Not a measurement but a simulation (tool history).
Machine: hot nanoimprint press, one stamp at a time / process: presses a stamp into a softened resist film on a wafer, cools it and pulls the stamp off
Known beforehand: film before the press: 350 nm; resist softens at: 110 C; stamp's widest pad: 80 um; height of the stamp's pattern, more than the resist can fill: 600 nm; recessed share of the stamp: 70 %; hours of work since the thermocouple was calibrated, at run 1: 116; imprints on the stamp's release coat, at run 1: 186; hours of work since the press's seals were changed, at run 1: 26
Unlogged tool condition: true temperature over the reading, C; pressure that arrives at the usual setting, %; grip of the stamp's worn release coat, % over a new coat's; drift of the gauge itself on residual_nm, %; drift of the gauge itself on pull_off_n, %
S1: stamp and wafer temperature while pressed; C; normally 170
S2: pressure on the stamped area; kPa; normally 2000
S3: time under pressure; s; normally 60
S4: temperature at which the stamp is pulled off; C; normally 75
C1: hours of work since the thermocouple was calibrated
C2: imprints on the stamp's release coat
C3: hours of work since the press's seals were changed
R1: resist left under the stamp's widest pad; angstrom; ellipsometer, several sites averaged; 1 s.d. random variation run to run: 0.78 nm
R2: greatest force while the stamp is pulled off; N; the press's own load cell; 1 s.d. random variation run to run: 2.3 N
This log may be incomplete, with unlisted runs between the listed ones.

run,hour,S1,S2,S3,S4,C1,C2,C3,R1,R2
1,0.0,170,2000,60,75,116,186,26,1227,240
2,21.6,170,2000,60,75,133,305,43,1216,249
3,57.2,170,2000,60,75,161,502,71,1213,257
# hour 88.7: stamp cleaned and given a new release coat
4,101.3,170,2000,64,75,191,70,101,1181,229
5,133.9,170,2000,64,75,216,250,126,1150,243
6,175.9,170,2000,64,66,249,482,159,1139,269
# hour 210.3: stamp cleaned and given a new release coat
7,218.3,170,2000,64,66,277,44,187,1152,245
8,256.9,170,2000,57,75,308,258,217,1196,241
9,300.4,170,2000,57,75,341,498,251,1188,254
# hour 335.0: stamp cleaned and given a new release coat
10,339.7,170,2000,57,75,367,25,277,1182,230
# hour 366.5: plate thermocouple calibrated
11,378.9,170,2000,57,75,10,226,306,1124,239
12,413.6,170,2000,57,75,37,418,333,1114,246
13,438.8,170,2000,57,75,56,557,352,1113,253
# hour 459.3: stamp cleaned and given a new release coat
14,464.3,170,2000,114,75,72,28,368,797,228
15,505.7,170,2000,60,75,104,257,400,1070,240
16,541.8,170,2000,60,75,132,456,428,1065,252
# hour 559.2: plate thermocouple calibrated, once more
17,566.6,169,1440,116,65,6,577,445,1193,279
# hour 585.4: stamp cleaned and given a new release coat
18,611.8,163,1440,49,77,36,146,476,2416,234
19,637.7,163,1440,49,77,57,289,496,2392,241
20,665.7,163,1440,49,77,78,444,518,2376,250
# hour 708.1: stamp cleaned and given a new release coat
21,718.4,159,2000,92,75,115,56,554,2214,232
22,758.3,182,2660,108,69,146,277,586,351,252
23,802.4,182,2660,108,69,180,521,620,353,264
# hour 830.2: stamp cleaned and given a new release coat
24,842.5,170,2000,58,71,207,68,647,1245,238
25,867.1,170,2000,58,77,226,204,666,1241,237
26,904.5,162,2190,40,76,255,410,695,2275,246
27,926.5,170,2650,45,78,273,532,712,1219,255
# hour 952.7: stamp cleaned and given a new release coat
28,965.8,170,2650,45,78,299,72,738,1191,230
29,1012.6,169,1640,64,62,335,331,775,1346,270

Across each entry between runs, compare the hidden state at the last listed run before it with the hidden state at the first listed run after it:
Logged between run 3 and run 4: stamp cleaned and given a new release coat (hour 88.7)
  true temperature over the reading, C: 0.77 -> 0.88; pressure that arrives at the usual setting, %: 99.94 -> 99.81; grip of the stamp's worn release coat, % over a new coat's: 11.1 -> 1.5
  measured result minus the result with no hidden state, R1: -69 -> -76 angstrom; R2: +25 -> +2 N
Logged between run 6 and run 7: stamp cleaned and given a new release coat (hour 210.3)
  true temperature over the reading, C: 1.09 -> 1.2; pressure that arrives at the usual setting, %: 99.57 -> 99.45; grip of the stamp's worn release coat, % over a new coat's: 10.6 -> 1
  measured result minus the result with no hidden state, R1: -91 -> -100 angstrom; R2: +25 -> +1 N
Logged between run 9 and run 10: stamp cleaned and given a new release coat (hour 335.0)
  true temperature over the reading, C: 1.44 -> 1.54; pressure that arrives at the usual setting, %: 99.19 -> 99.08; grip of the stamp's worn release coat, % over a new coat's: 11 -> 0.5
  measured result minus the result with no hidden state, R1: -123 -> -133 angstrom; R2: +23 -> -1 N
Logged between run 10 and run 11: plate thermocouple calibrated (hour 366.5)
  true temperature over the reading, C: 1.54 -> 2.27; pressure that arrives at the usual setting, %: 99.08 -> 98.96; grip of the stamp's worn release coat, % over a new coat's: 0.5 -> 5
  measured result minus the result with no hidden state, R1: -133 -> -192 angstrom; R2: -1 -> +8 N
Logged between run 13 and run 14: stamp cleaned and given a new release coat (hour 459.3)
  true temperature over the reading, C: 2.45 -> 2.5; pressure that arrives at the usual setting, %: 98.76 -> 98.7; grip of the stamp's worn release coat, % over a new coat's: 12.3 -> 0.6
  measured result minus the result with no hidden state, R1: -204 -> -161 angstrom; R2: +24 -> -2 N
Logged between run 16 and run 17: plate thermocouple calibrated, once more (hour 559.2)
  true temperature over the reading, C: 2.72 -> 0.01; pressure that arrives at the usual setting, %: 98.45 -> 98.38; grip of the stamp's worn release coat, % over a new coat's: 10.1 -> 12.8
  measured result minus the result with no hidden state, R1: -221 -> +6 angstrom; R2: +19 -> +32 N
Logged between run 17 and run 18: stamp cleaned and given a new release coat (hour 585.4)
  true temperature over the reading, C: 0.01 -> 0.13; pressure that arrives at the usual setting, %: 98.38 -> 98.25; grip of the stamp's worn release coat, % over a new coat's: 12.8 -> 3.2
  measured result minus the result with no hidden state, R1: +6 -> -7 angstrom; R2: +32 -> +7 N
Logged between run 20 and run 21: stamp cleaned and given a new release coat (hour 708.1)
  true temperature over the reading, C: 0.29 -> 0.43; pressure that arrives at the usual setting, %: 98.09 -> 97.95; grip of the stamp's worn release coat, % over a new coat's: 9.8 -> 1.2
  measured result minus the result with no hidden state, R1: -25 -> -42 angstrom; R2: +22 -> +2 N
Logged between run 23 and run 24: stamp cleaned and given a new release coat (hour 830.2)
  true temperature over the reading, C: 0.68 -> 0.78; pressure that arrives at the usual setting, %: 97.67 -> 97.56; grip of the stamp's worn release coat, % over a new coat's: 11.5 -> 1.5
  measured result minus the result with no hidden state, R1: -11 -> -56 angstrom; R2: +26 -> +3 N
Logged between run 27 and run 28: stamp cleaned and given a new release coat (hour 952.7)
  true temperature over the reading, C: 1.04 -> 1.14; pressure that arrives at the usual setting, %: 97.3 -> 97.21; grip of the stamp's worn release coat, % over a new coat's: 11.8 -> 1.6
  measured result minus the result with no hidden state, R1: -73 -> -79 angstrom; R2: +26 -> +2 N
